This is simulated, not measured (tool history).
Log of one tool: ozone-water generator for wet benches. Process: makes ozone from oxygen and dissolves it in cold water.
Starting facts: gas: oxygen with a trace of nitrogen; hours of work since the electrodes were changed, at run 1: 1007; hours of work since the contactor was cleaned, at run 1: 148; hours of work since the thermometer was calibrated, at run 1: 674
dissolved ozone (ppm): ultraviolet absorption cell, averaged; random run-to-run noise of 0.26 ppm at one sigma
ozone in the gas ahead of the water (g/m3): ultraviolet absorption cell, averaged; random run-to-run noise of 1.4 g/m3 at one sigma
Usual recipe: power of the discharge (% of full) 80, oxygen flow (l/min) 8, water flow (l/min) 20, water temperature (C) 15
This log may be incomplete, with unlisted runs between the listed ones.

run    hour  power of the discharge (% of full)  oxygen flow (l/min)  water flow (l/min)  water temperature (C)  hours of work since the electrodes were changed  hours of work since the contactor was cleaned  hours of work since the thermometer was calibrated  dissolved ozone (ppm)  ozone in the gas ahead of the water (g/m3)
  1       0                                  80                    8                  20                     15                                             1007                                            148                                                 674                   40.4                                       250.2
  2    41.9                                  80                    8                  20                     15                                             1046                                            186                                                 712                   40.4                                       251.9
  3   113.4                                  80                    8                  20                     15                                             1111                                            252                                                 778                   40.2                                       253.5
  4   149.3                                  80                 5.55                  20                     15                                             1144                                            285                                                 811                   38.9                                       295.5
  5   191.9                                  80                    8                  20                     15                                             1183                                            324                                                 850                     40                                       252.7
  6   230.9                                  80                 6.88                  20                     15                                             1219                                            359                                                 885                   39.6                                       269.6
  7   302.6                                  80                    8                  20                     15                                             1284                                            425                                                 951                   39.6                                       253.1
  8   374.2                                  80                    8                  20                     15                                             1350                                            490                                                1016                   40.2                                       252.7
  9     440                                  80                    8                  20                     15                                             1410                                            551                                                1077                   39.7                                       250.4
 10   479.6                                  80                    8                  20                     15                                             1446                                            587                                                1113                   39.5                                       251.9
 11   517.5                                  80                    8                  20                     15                                             1481                                            622                                                1148                   39.8                                       249.6
 12   572.8                                  80                    8                  20                     15                                             1532                                            672                                                1198                   39.8                                       249.1
 13   621.9                                  80                    8                  20                     15                                             1577                                            717                                                1243                   39.8                                       251.2
 14   652.7                                  80                 7.59                  20                     15                                             1605                                            745                                                1271                   39.7                                       256.5
 15   715.8                                  70                    8                  22                     15                                             1662                                            803                                                1329                   34.2                                       229.2
 16   744.4                                  49                    8                  24                     11                                             1689                                            829                                                1355                   25.8                                       174.7
 17     795                                  69                 4.98                  12                     10                                             1735                                            876                                                1402                     53                                       276.5
 18   831.6                                  80                 9.44                  29                     15                                             1768                                            909                                                1435                   31.1                                       232.4
 19   898.9                                  43                 6.36                  18                     21                                             1830                                            971                                                1497                   24.5                                       177.3
 20   935.8                                  69                    8                  20                     15                                             1864                                           1005                                                1531                   35.8                                       224.2
 21  1007.1                                  72                10.67                  20                     15                                             1929                                           1070                                                1596                   36.8                                       205.2
 22  1056.3                                  80                10.36                  14                     15                                             1974                                           1115                                                1641                   47.8                                       222.7
 23  1094.8                                  80                 6.48                  20                     22                                             2009                                           1150                                                1676                     35                                       270.8
 24  1151.6                                  80                 4.19                  20                     13                                             2061                                           1202                                                1728                   37.7                                       332.5
 25  1207.2                                  82                 4.19                  30                     18                                             2112                                           1253                                                1779                   25.5                                       337.6
 26  1275.6                                  97                11.21                  15                      8                                             2175                                           1316                                                1842                     61                                       249.2
 27  1312.8                                  97                11.21                  15                      8                                             2209                                           1350                                                1876                   60.7                                       247.6
 28  1348.3                                  77                 9.95                  20                     19                                             2242                                           1382                                                1908                   35.2                                         222

Selected run-to-run steps in dissolved ozone (ppm), each split into two signed amounts: the part the tool would show with no hidden state at all (from settings, incoming material and random variation), and the remainder, which goes to the hidden state together with any gauge scatter not common to the measured and the hidden-state-free results:
Hidden conditions of the tool in this case: yield of the discharge, % of new electrodes'; contactor's efficiency, % of a clean one's; true water temperature over the reading, C; drift of the gauge itself on ozone_ppm, %; drift of the gauge itself on gas_g_m3, %.
Run 16 -> 17: power of the discharge (% of full) 49 -> 69, oxygen flow (l/min) 8 -> 4.98, water flow (l/min) 24 -> 12, water temperature (C) 11 -> 10. dissolved ozone (ppm) +27.2: hidden state -0.6, all else +27.8.
Run 25 -> 26: power of the discharge (% of full) 82 -> 97, oxygen flow (l/min) 4.19 -> 11.21, water flow (l/min) 30 -> 15, water temperature (C) 18 -> 8. dissolved ozone (ppm) +35.5: hidden state -1.1, all else +36.6.
Run 27 -> 28: power of the discharge (% of full) 97 -> 77, oxygen flow (l/min) 11.21 -> 9.95, water flow (l/min) 15 -> 20, water temperature (C) 8 -> 19. dissolved ozone (ppm) -25.5: hidden state +0.9, all else -26.4.
